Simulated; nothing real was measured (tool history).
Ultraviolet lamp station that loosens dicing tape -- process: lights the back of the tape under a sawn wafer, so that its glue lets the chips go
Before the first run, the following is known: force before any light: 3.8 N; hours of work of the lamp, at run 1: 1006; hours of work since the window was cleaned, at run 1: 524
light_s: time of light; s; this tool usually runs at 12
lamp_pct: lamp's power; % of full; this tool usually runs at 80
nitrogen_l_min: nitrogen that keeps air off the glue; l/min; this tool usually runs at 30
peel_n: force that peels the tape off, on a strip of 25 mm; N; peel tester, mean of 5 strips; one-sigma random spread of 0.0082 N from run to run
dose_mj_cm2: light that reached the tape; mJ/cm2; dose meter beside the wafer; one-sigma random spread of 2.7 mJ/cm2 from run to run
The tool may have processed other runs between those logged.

| run | hour | light_s | lamp_pct | nitrogen_l_min | hours of work of the lamp | hours of work since the window was cleaned | peel_n | dose_mj_cm2 |
|---|---|---|---|---|---|---|---|---|
| 1 | 0.0 | 12 | 80 | 30 | 1006 | 524 | 0.464 | 289 |
| 2 | 31.4 | 12 | 80 | 30 | 1021 | 539 | 0.478 | 277 |
| 3 | 75.0 | 12 | 80 | 30 | 1041 | 559 | 0.485 | 280 |
| 4 | 113.1 | 11 | 80 | 30 | 1058 | 577 | 0.566 | 256 |
| 5 | 177.5 | 11 | 80 | 30 | 1088 | 607 | 0.541 | 251 |
| 6 | 226.4 | 11 | 80 | 30 | 1111 | 629 | 0.570 | 255 |
| 7 | 283.2 | 11 | 80 | 30 | 1137 | 656 | 0.577 | 248 |
|  | 333.7 | window cleaned of glue's vapour |
| 8 | 343.3 | 11 | 80 | 30 | 1165 | 4 | 0.546 | 263 |
| 9 | 408.6 | 12 | 80 | 30 | 1195 | 35 | 0.501 | 286 |
| 10 | 452.0 | 12 | 80 | 30 | 1216 | 55 | 0.474 | 284 |
| 11 | 493.2 | 12 | 80 | 30 | 1235 | 74 | 0.511 | 276 |
| 12 | 551.1 | 10 | 82 | 21 | 1262 | 101 | 0.733 | 240 |
| 13 | 617.1 | 10 | 84 | 21 | 1292 | 132 | 0.760 | 244 |
| 14 | 665.8 | 22 | 76 | 21 | 1315 | 154 | 0.269 | 473 |
| 15 | 719.3 | 8 | 80 | 30 | 1340 | 179 | 0.963 | 180 |
| 16 | 748.3 | 8 | 66 | 30 | 1353 | 192 | 1.187 | 152 |
| 17 | 788.3 | 8 | 72 | 42 | 1372 | 211 | 0.945 | 165 |
| 18 | 853.6 | 10 | 97 | 26 | 1402 | 241 | 0.581 | 270 |
| 19 | 902.1 | 10 | 97 | 26 | 1425 | 264 | 0.574 | 270 |
| 20 | 949.1 | 10 | 97 | 26 | 1446 | 286 | 0.607 | 268 |

5 options for the next run, each taken on its own from the tool as it stands now. Forecast them:
| A | 1014.4 | 12 | 68 | 18 | 1477 | 316 | ? | ? |
| B | 1014.4 | 15 | 89 | 10 | 1477 | 316 | ? | ? |
| C | 1014.4 | 10 | 89 | 16 | 1477 | 316 | ? | ? |
| D | 1014.4 | 6 | 85 | 14 | 1477 | 316 | ? | ? |
| E | 1014.4 | 11 | 97 | 44 | 1477 | 316 | ? | ? |

| run | peel_n | dose_mj_cm2 |
|---|---|---|
| A | 0.918 | 220 |
| B | 0.614 | 360 |
| C | 0.896 | 241 |
| D | 1.616 | 134 |
| E | 0.383 | 289 |
Take away the tool's hidden state, keep each run's random variation, and the runs would have read:
| run | peel_n | dose_mj_cm2 |
|---|---|---|
| A | 0.581 | 302 |
| B | 0.364 | 493 |
| C | 0.561 | 330 |
| D | 1.208 | 185 |
| E | 0.231 | 395 |
